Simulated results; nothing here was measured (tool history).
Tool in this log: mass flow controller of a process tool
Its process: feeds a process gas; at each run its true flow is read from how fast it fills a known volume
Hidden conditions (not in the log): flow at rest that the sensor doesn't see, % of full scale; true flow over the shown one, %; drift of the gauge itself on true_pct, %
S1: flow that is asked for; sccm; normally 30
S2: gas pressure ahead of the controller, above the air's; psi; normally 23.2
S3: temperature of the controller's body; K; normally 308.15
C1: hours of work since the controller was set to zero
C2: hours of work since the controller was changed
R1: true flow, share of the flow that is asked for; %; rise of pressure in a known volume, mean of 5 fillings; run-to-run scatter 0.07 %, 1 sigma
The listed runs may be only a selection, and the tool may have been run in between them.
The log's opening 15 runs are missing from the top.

run,hour,S1,S2,S3,C1,C2,R1
16,2839.3,30,23.2,308.15,4440,10079,98.64
17,2997.7,30,23.2,308.15,4557,10196,98.63
18,3159.0,30,23.2,308.15,4676,10315,98.70
19,3424.4,13,21.3,301.15,4872,10510,98.69
20,3718.2,45,23.2,308.15,5089,10727,98.86
21,3931.9,45,23.2,308.15,5246,10885,98.93
22,4166.2,11,23.2,294.15,5419,11058,99.16
# hour 4258.6: controller's zero set anew
23,4448.0,11,23.2,294.15,140,11265,99.25
24,4667.6,33,31.9,297.15,302,11427,99.06
25,4967.7,30,22.9,308.15,523,11649,98.80
26,5141.9,35,23.2,308.15,652,11777,98.90
27,5371.1,78,23.2,306.15,821,11946,99.69
28,5493.8,78,33.2,295.15,911,12037,100.09
29,5686.7,30,38.3,302.15,1053,12179,98.48
30,5892.7,30,38.3,302.15,1205,12331,98.63
31,6175.8,11,23.2,297.15,1414,12540,99.13
32,6308.7,91,23.2,308.15,1512,12638,100.07

Forecast each of these 4 alternatives for the next run:
# hour 6507.6: controller exchanged for a calibrated one
A,6540.1,23,23.2,308.15,24,24,?
# hour 6507.6: controller exchanged for a calibrated one
B,6540.1,50,23.2,311.15,24,24,?
# hour 6507.6: controller exchanged for a calibrated one
C,6540.1,21,36.0,300.15,24,24,?
# hour 6507.6: controller exchanged for a calibrated one
D,6540.1,11,21.6,308.15,24,24,?

run,R1
A,98.79
B,99.11
C,98.70
D,98.63
With no hidden state in the tool, these same runs would have given:
run,R1
A,98.22
B,98.54
C,98.14
D,98.07

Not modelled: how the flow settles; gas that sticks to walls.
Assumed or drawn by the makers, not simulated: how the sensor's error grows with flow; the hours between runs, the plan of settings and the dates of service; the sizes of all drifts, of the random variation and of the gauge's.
